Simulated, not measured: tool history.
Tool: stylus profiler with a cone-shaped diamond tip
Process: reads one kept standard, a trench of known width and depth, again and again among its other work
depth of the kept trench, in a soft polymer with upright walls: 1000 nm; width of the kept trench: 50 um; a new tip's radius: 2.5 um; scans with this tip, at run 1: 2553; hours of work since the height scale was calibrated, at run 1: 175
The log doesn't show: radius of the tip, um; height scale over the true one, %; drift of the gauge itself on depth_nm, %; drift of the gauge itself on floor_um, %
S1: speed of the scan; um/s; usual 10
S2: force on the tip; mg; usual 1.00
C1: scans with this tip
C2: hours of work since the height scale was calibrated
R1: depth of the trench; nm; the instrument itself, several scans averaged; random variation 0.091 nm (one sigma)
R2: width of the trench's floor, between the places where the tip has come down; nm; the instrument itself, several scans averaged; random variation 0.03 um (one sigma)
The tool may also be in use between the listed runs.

run     day  S1    S2    C1   C2       R1     R2
  1   0.000  10  1.00  2553  175  1005.93  45990
  2   2.146  10  1.00  3025  207  1005.70  45910
  3   5.554  10  0.80  3776  259  1004.76  45960
  4   8.029  10  0.80  4321  296  1004.94  45980
  5  10.162  10  0.80  4791  329  1004.95  46010
  6  12.208  10  1.30  5242  359  1006.92  45930
  7  14.229  10  1.30  5686  390  1007.01  45960
  8  17.362  10  1.00  6376  437  1005.74  46000
  9  19.583  10  1.00  6865  471  1005.77  45970
 10  21.162  10  1.00  7213  495  1005.81  45900
 11  23.883  10  1.00  7812  536  1005.77  45990
 12  25.529  10  1.00  8175  560  1005.87  45950
     27.029  -- new tip fitted, height scale calibrated
 13  28.550  10  1.00   335   23  1005.84  46040
 14  31.425  10  1.00   969   66  1005.69  45960
 15  33.375  10  1.00  1398   96  1005.87  45970
 16  36.388  10  1.00  2061  141  1005.63  45930
 17  39.167   6  1.00  2674  183  1005.85  45990
 18  42.092   6  1.00  3318  227  1005.72  45990
 19  44.600   6  1.00  3870  265  1005.87  46000
 20  47.117   6  1.00  4424  303  1005.91  45970
 21  49.417   6  1.00  4930  338  1005.81  46000
 22  51.417  13  2.35  5371  368  1010.23  45970
 23  54.204  13  2.35  5985  410  1010.25  45970
 24  57.821  15  1.14  6781  465  1006.31  46000
 25  61.425  15  1.14  7575  519  1006.20  45990
 26  65.038  15  1.14  8370  574  1006.26  45950
     65.433  -- new tip fitted, height scale calibrated
 27  68.654  14  0.44   709   49  1003.46  45950
 28  70.821  19  0.37  1186   81  1003.03  45970
 29  74.304  28  1.03  1953  134  1005.94  45930
 30  75.912  28  1.03  2308  158  1005.87  45950
 31  79.300  10  0.87  3053  209  1005.30  46010

The next listed run, before its measurement:
 32  82.125  14  0.33  3676  252   ?   ?

Run 32 gave R1 1002.73 nm, R2 46000 nm.
Without the tool's hidden state the same run would have given R1 1002.73 nm, R2 46010 nm.

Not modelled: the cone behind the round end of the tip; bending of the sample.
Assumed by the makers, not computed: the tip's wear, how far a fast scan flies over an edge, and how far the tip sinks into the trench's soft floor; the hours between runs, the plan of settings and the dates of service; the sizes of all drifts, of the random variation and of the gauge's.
